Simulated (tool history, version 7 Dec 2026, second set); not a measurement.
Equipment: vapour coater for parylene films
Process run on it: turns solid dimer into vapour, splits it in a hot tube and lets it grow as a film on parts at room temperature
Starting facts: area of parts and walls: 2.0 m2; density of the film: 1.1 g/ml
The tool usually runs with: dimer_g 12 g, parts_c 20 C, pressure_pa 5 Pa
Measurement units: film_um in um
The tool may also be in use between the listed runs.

run   hour  dimer_g  parts_c  pressure_pa  film_um
  1      0       12       20            5     3.44
  2   16.6       12       20         2.38     3.65
  3   25.1       12       20         2.38     3.64
  4   40.1       17       20            5     4.75
  5   51.7       12       20         5.46     3.33
  6   62.8       12       20         5.46     3.29
  7   79.1       12       20            5     3.39
  8   91.6       12       20            5     3.31
  9  107.4       12       20            5     3.36
 10  122.8       12       20            5     3.28
 11  134.8       12       20            5     3.32
 12    146       12       20            5     3.26
 13  155.7       12       20         3.37      3.4
 14  166.9       12       20         3.37     3.42
 15  179.1       12       19         3.37     3.54
 16  186.8       12       19         3.37     3.48
 17  198.9       12       13            5     4.24
 18  213.6       12       13            5     4.15
 19  226.5       20       14            5     6.73
 20  233.6       20       14            5     6.74
 21  247.6       20       14          3.4     7.02
 22  260.9        7       20         2.03     2.03
 23  273.9       14       26         3.44     3.05
 24  282.9        8       26         3.44     1.74
 25  292.7        8       26         3.44     1.72
 26  302.4        8       26         3.44     1.73
 27  311.7        8       26         3.44     1.74
 28  326.7       10       17            5     2.89
     332.6  -- trap's valve overhauled
 29    343       12       29         2.18     2.83
 30  352.1        6       23         4.64     1.63
 31    365        7       20         4.36     2.15
 32  373.7        7       20         4.36      2.1

For each run, the measured value with the value that run would have given without the tool's hidden condition subtracted. The run-to-run variation is shared by both, the gauge scatter possibly not:
The tool's hidden condition here consists of: vapour lost through the trap's worn valve, %; true temperature of the parts over the reading, C; drift of the gauge itself on film_um, %.
run  film_um
  1    -0.23
  2    -0.26
  3    -0.27
  4    -0.36
  5    -0.26
  6    -0.27
  7    -0.29
  8     -0.3
  9    -0.32
 10    -0.33
 11    -0.34
 12    -0.34
 13    -0.37
 14    -0.38
 15    -0.41
 16    -0.41
 17    -0.52
 18    -0.52
 19    -0.87
 20    -0.89
 21    -0.95
 22    -0.28
 23    -0.44
 24    -0.25
 25    -0.26
 26    -0.26
 27    -0.27
 28    -0.46
 29       +0
 30       +0
 31    -0.01
 32    -0.01
